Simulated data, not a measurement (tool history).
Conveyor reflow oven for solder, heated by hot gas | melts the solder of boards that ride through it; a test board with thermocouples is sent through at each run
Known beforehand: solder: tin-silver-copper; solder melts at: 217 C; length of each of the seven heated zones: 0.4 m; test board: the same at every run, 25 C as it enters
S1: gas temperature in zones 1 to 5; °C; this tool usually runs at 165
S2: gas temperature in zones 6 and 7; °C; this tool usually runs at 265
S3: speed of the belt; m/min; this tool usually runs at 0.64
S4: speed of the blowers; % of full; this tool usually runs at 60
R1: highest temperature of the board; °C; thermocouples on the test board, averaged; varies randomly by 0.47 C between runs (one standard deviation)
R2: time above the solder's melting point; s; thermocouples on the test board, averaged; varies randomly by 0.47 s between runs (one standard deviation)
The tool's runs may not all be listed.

| run | hour | S1 | S2 | S3 | S4 | R1 | R2 |
|---|---|---|---|---|---|---|---|
| 1 | 0 | 165 | 265 | 0.64 | 60 | 244.5 | 46.5 |
| 2 | 9.5 | 165 | 265 | 0.64 | 60 | 245.7 | 47.1 |
| 3 | 28.1 | 164 | 265 | 0.64 | 60 | 243.1 | 45.6 |
| 4 | 44.5 | 164 | 265 | 0.64 | 53 | 240.9 | 42.5 |
| 5 | 55.2 | 177 | 265 | 0.64 | 60 | 245.7 | 53.2 |
| 6 | 77.2 | 177 | 265 | 0.64 | 60 | 245.4 | 52.9 |
| 7 | 92.1 | 177 | 265 | 0.64 | 51 | 242.5 | 48.3 |
| 8 | 110.6 | 177 | 265 | 0.64 | 51 | 242.6 | 48.9 |
| 9 | 133.3 | 165 | 271 | 0.64 | 60 | 248.7 | 50.4 |
| 10 | 150.2 | 165 | 271 | 0.64 | 60 | 249.3 | 50.2 |
| 11 | 167 | 165 | 265 | 0.64 | 60 | 243 | 46.2 |
| 12 | 183.7 | 165 | 265 | 0.64 | 60 | 244 | 46.7 |
| 13 | 196.6 | 165 | 265 | 0.64 | 53 | 240.9 | 42.8 |
| 14 | 214.9 | 165 | 265 | 0.64 | 53 | 241.4 | 42.7 |
| 15 | 232.5 | 165 | 265 | 0.64 | 53 | 240.4 | 42.8 |
| 16 | 250.5 | 165 | 265 | 0.524 | 60 | 249.6 | 64.8 |
| 17 | 265 | 170 | 265 | 0.577 | 60 | 246.8 | 58.3 |
| 18 | 275.6 | 177 | 265 | 0.577 | 63 | 249.1 | 62.3 |
| 19 | 288.9 | 177 | 265 | 0.577 | 63 | 249.6 | 63.4 |
| 20 | 304.9 | 153 | 265 | 0.641 | 63 | 242.2 | 41.6 |

The next listed run, before its measurement:
|  | 328.6 | flux residue cleaned out of gas plates and filters |
| 21 | 330 | 151 | 263 | 0.641 | 63 | ? | ? |

R1: 241.1 °C
R2: 40.6 s
Minus the tool's unlogged condition, the same run would have read R1 243.8 °C, R2 42.6 s.
